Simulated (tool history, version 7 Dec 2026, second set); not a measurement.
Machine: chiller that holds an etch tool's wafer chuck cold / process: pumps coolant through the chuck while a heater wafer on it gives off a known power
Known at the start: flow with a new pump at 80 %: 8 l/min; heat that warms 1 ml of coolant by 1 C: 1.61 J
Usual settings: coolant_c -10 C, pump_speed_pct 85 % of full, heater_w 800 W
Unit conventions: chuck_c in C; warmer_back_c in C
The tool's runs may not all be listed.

run 1 hour=0 | coolant_c=-10 pump_speed_pct=85 heater_w=800 | chuck_c=-3.58 warmer_back_c=3.48
run 2 hour=99.2 | coolant_c=-10 pump_speed_pct=85 heater_w=513 | chuck_c=-5.87 warmer_back_c=2.25
run 3 hour=199.4 | coolant_c=-10 pump_speed_pct=85 heater_w=1035 | chuck_c=-1.58 warmer_back_c=4.57
run 4 hour=258.9 | coolant_c=-10 pump_speed_pct=85 heater_w=1035 | chuck_c=-1.67 warmer_back_c=4.55
run 5 hour=322.6 | coolant_c=-10 pump_speed_pct=85 heater_w=720 | chuck_c=-3.91 warmer_back_c=3.16
run 6 hour=436.7 | coolant_c=-10 pump_speed_pct=85 heater_w=720 | chuck_c=-4.14 warmer_back_c=3.19
run 7 hour=521 | coolant_c=-10 pump_speed_pct=85 heater_w=720 | chuck_c=-3.94 warmer_back_c=3.15
-- hour=561.9 coolant changed, channels flushed
run 8 hour=597.1 | coolant_c=-10 pump_speed_pct=85 heater_w=720 | chuck_c=-3.83 warmer_back_c=3.19
run 9 hour=673.7 | coolant_c=-10 pump_speed_pct=85 heater_w=720 | chuck_c=-3.93 warmer_back_c=3.16
run 10 hour=744.2 | coolant_c=-10 pump_speed_pct=85 heater_w=720 | chuck_c=-4.05 warmer_back_c=3.16
run 11 hour=822.6 | coolant_c=-2 pump_speed_pct=62 heater_w=800 | chuck_c=7.17 warmer_back_c=4.9
run 12 hour=927 | coolant_c=-14 pump_speed_pct=62 heater_w=1019 | chuck_c=-2.76 warmer_back_c=6.16
run 13 hour=1000 | coolant_c=-10 pump_speed_pct=62 heater_w=1012 | chuck_c=1.05 warmer_back_c=6.14
run 14 hour=1069 | coolant_c=-10 pump_speed_pct=86 heater_w=776 | chuck_c=-3.54 warmer_back_c=3.4
-- hour=1114.6 gauge calibrated
run 15 hour=1154.2 | coolant_c=-10 pump_speed_pct=86 heater_w=776 | chuck_c=-4.01 warmer_back_c=3.35

Below, some changes in chuck_c between adjacent runs. For each, the amount present without the hidden state too (settings, incoming material, random variation) and the amount remaining for the hidden state with gauge scatter not shared by both compared results:
What the log doesn't record here: heat passed by the chuck's channels, % of clean ones'; flow at a given pump speed, % of a new pump's; coolant's true temperature over the reading, C; drift of the gauge itself on chuck_c, C; drift of the gauge itself on warmer_back_c, C.
Run 10 -> 11: coolant_c -10 -> -2, pump_speed_pct 85 -> 62, heater_w 720 -> 800. chuck_c +11.22 C: hidden state +0.03, all else +11.19.
Run 14 -> 15: gauge calibrated. chuck_c -0.47 C: hidden state -0.46, all else -0.01.
